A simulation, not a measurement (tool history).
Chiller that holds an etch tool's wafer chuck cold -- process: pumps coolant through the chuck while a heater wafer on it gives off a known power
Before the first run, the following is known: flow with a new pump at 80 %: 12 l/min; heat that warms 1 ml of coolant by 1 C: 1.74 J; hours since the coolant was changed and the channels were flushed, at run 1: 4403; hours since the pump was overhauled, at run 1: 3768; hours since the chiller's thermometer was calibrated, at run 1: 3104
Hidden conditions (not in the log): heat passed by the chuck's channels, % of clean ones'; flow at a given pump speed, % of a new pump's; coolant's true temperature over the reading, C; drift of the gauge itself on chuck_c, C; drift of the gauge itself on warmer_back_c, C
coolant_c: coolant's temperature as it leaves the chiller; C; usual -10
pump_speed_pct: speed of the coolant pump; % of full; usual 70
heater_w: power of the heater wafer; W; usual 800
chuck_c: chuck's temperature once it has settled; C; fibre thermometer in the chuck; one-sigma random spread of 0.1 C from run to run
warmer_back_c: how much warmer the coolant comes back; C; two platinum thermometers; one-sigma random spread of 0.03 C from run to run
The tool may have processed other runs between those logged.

run,day,coolant_c,pump_speed_pct,heater_w,hours since the coolant was changed and the channels were flushed,hours since the pump was overhauled,hours since the chiller's thermometer was calibrated,chuck_c,warmer_back_c
1,0.000,-10,70,800,4403,3768,3104,-4.7,2.62
2,4.446,-10,70,800,4509,3875,3210,-4.5,2.57
3,9.050,-10,70,800,4620,3986,3321,-4.5,2.50
4,11.721,-10,96,800,4684,4050,3385,-5.4,1.84
5,15.229,-10,70,800,4768,4134,3469,-4.6,2.59
6,20.033,-10,70,452,4883,4249,3584,-7.0,1.42
7,22.454,-10,70,452,4942,4307,3643,-6.9,1.43
8,26.821,-10,70,800,5046,4412,3747,-4.5,2.48
9,29.525,-10,70,800,5111,4477,3812,-4.6,2.42
10,32.288,-10,70,800,5177,4543,3879,-4.6,2.52
11,36.079,-10,90,608,5269,4634,3970,-6.4,1.36
12,39.338,-13,77,518,5347,4712,4048,-9.6,1.31
13,43.217,-13,77,518,5440,4806,4141,-9.6,1.32
14,46.571,-13,77,518,5520,4886,4221,-9.7,1.32
15,50.783,-1,67,800,5621,4987,4322,4.7,2.46
16,53.775,-10,70,565,5693,5059,4394,-6.3,1.55
# day 54.042: chiller's thermometer calibrated
17,57.438,-10,70,565,5780,5146,82,-6.1,1.57
18,59.746,-10,70,565,5835,5201,137,-6.1,1.49
19,64.250,-10,70,565,5944,5309,245,-6.2,1.45

Same runs, no hidden state in the tool, same run-to-run variation:
run,warmer_back_c
1,2.62
2,2.59
3,2.55
4,1.90
5,2.66
6,1.52
7,1.54
8,2.61
9,2.57
10,2.68
11,1.55
12,1.51
13,1.54
14,1.56
15,2.72
16,1.83
17,1.87
18,1.80
19,1.78
For chuck_c, the value without the hidden state is never more than 0.1 C from the measured value.

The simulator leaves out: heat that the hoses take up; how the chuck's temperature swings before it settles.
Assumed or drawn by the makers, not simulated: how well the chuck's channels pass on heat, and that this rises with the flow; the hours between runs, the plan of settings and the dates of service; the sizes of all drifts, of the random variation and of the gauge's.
